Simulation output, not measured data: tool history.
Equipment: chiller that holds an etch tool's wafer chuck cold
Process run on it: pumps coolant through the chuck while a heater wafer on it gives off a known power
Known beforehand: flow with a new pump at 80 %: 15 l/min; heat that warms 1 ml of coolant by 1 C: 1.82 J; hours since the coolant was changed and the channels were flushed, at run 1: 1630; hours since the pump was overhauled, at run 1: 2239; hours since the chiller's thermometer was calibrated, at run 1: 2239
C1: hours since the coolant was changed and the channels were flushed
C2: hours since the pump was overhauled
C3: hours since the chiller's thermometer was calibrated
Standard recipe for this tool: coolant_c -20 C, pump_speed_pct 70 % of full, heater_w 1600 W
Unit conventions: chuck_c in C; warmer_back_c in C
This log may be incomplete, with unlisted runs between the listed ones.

run 1 day=0 | coolant_c=-20 pump_speed_pct=70 heater_w=1600 | C1=1630 C2=2239 C3=2239 | chuck_c=-4.1 warmer_back_c=4.11
run 2 day=3.954 | coolant_c=-20 pump_speed_pct=70 heater_w=1600 | C1=1725 C2=2334 C3=2334 | chuck_c=-4.3 warmer_back_c=4.04
run 3 day=6.954 | coolant_c=-20 pump_speed_pct=70 heater_w=1600 | C1=1797 C2=2406 C3=2406 | chuck_c=-4.4 warmer_back_c=4.12
run 4 day=9.383 | coolant_c=-20 pump_speed_pct=70 heater_w=1600 | C1=1856 C2=2465 C3=2465 | chuck_c=-4.4 warmer_back_c=4.12
run 5 day=11.808 | coolant_c=-20 pump_speed_pct=70 heater_w=1600 | C1=1914 C2=2523 C3=2523 | chuck_c=-4.3 warmer_back_c=4.08
-- day=12.558 chiller's thermometer calibrated
run 6 day=13.617 | coolant_c=-20 pump_speed_pct=70 heater_w=1600 | C1=1956 C2=2565 C3=25 | chuck_c=-4.2 warmer_back_c=4.07
run 7 day=15.762 | coolant_c=-20 pump_speed_pct=70 heater_w=1600 | C1=2008 C2=2617 C3=77 | chuck_c=-4.4 warmer_back_c=4.08
run 8 day=19.288 | coolant_c=-20 pump_speed_pct=70 heater_w=1600 | C1=2092 C2=2701 C3=161 | chuck_c=-4.3 warmer_back_c=4.1
run 9 day=21.142 | coolant_c=-20 pump_speed_pct=91 heater_w=1600 | C1=2137 C2=2746 C3=206 | chuck_c=-6.4 warmer_back_c=3.03
run 10 day=24.3 | coolant_c=-26 pump_speed_pct=72 heater_w=1600 | C1=2213 C2=2822 C3=282 | chuck_c=-10.6 warmer_back_c=3.94
run 11 day=26.017 | coolant_c=-25 pump_speed_pct=87 heater_w=1625 | C1=2254 C2=2863 C3=323 | chuck_c=-11 warmer_back_c=3.25
run 12 day=28.746 | coolant_c=-25 pump_speed_pct=87 heater_w=1625 | C1=2319 C2=2928 C3=388 | chuck_c=-11 warmer_back_c=3.23
run 13 day=32.9 | coolant_c=-20 pump_speed_pct=83 heater_w=1600 | C1=2419 C2=3028 C3=488 | chuck_c=-5.8 warmer_back_c=3.41
run 14 day=36.271 | coolant_c=-20 pump_speed_pct=70 heater_w=1600 | C1=2500 C2=3109 C3=569 | chuck_c=-4.5 warmer_back_c=4.13
run 15 day=38.696 | coolant_c=-20 pump_speed_pct=70 heater_w=1600 | C1=2558 C2=3167 C3=627 | chuck_c=-4.3 warmer_back_c=4.06
run 16 day=42.771 | coolant_c=-13 pump_speed_pct=71 heater_w=1880 | C1=2656 C2=3265 C3=725 | chuck_c=5.2 warmer_back_c=4.73
run 17 day=46.458 | coolant_c=-22 pump_speed_pct=72 heater_w=1600 | C1=2744 C2=3353 C3=814 | chuck_c=-6.5 warmer_back_c=4.02

Here are 3 independent what-if runs from the current tool condition. What would each one return?
run A day=50.379 | coolant_c=-22 pump_speed_pct=72 heater_w=1867 | C1=2838 C2=3447 C3=908 | chuck_c=? warmer_back_c=?
run B day=50.379 | coolant_c=-20 pump_speed_pct=70 heater_w=1081 | C1=2838 C2=3447 C3=908 | chuck_c=? warmer_back_c=?
run C day=50.379 | coolant_c=-13 pump_speed_pct=71 heater_w=1600 | C1=2838 C2=3447 C3=908 | chuck_c=? warmer_back_c=?

run=A chuck_c=-3.9 warmer_back_c=4.59
run=B chuck_c=-9.5 warmer_back_c=2.81
run=C chuck_c=2.6 warmer_back_c=4.05
What these runs would have given with no unlogged condition in the tool:
run=A chuck_c=-3.9 warmer_back_c=4.58
run=B chuck_c=-9.5 warmer_back_c=2.8
run=C chuck_c=2.6 warmer_back_c=4.05
